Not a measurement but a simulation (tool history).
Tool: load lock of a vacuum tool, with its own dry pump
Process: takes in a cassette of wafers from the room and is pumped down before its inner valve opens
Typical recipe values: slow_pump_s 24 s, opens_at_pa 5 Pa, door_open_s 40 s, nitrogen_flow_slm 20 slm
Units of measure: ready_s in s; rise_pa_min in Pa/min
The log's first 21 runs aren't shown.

run    hour  slow_pump_s  opens_at_pa  door_open_s  nitrogen_flow_slm  incoming humidity of the room's air, %  ready_s  rise_pa_min
 22  1847.7           22           10          165                 20                                    43.0     43.9        0.086
 23  1979.1           24            5           47                 20                                    46.1     47.7        0.054
 24  2096.1           12            6           30                  8                                    45.7     38.5        0.057
 25  2200.8           47            8          100                 23                                    39.6     63.0        0.064
 26  2321.4           47            8          100                 23                                    42.7     62.9        0.069
 27  2443.6           25            7           29                 22                                    46.5     47.6        0.046
 28  2566.6           25            7           29                 22                                    46.4     47.9        0.048
 29  2690.7           15            5           86                 34                                    43.5     41.5        0.062
 30  2753.2           15            7           31                  8                                    45.8     40.3        0.059
 31  2865.8           15            7           56                 28                                    43.3     40.4        0.053
 32  2967.6           38            5           40                 20                                    44.5     58.0        0.054
 33  3059.6           44            5          201                 20                                    43.8     62.7        0.098
 34  3116.3           24            5           60                 20                                    44.7     48.0        0.063
 35  3172.3           24            5           60                 20                                    43.7     48.3        0.061
 36  3284.7           24            5           60                 20                                    43.7     48.1        0.065

Each row is a separate what-if for the run after 36, all from the same tool condition, not one after another. Results?
  A  3340.6           24            8           40                  5                                    44.3        ?            ?
  B  3340.6           28            5           55                  9                                    41.0        ?            ?
  C  3340.6           24            7           60                  9                                    43.2        ?            ?
  D  3340.6           18            5           32                 20                                    44.7        ?            ?

run  ready_s  rise_pa_min
  A     46.3        0.066
  B     51.4        0.061
  C     46.9        0.066
  D     44.0        0.048
What these runs would have given with no unlogged condition in the tool:
run  ready_s  rise_pa_min
  A     45.5        0.058
  B     50.5        0.053
  C     46.1        0.059
  D     43.0        0.041

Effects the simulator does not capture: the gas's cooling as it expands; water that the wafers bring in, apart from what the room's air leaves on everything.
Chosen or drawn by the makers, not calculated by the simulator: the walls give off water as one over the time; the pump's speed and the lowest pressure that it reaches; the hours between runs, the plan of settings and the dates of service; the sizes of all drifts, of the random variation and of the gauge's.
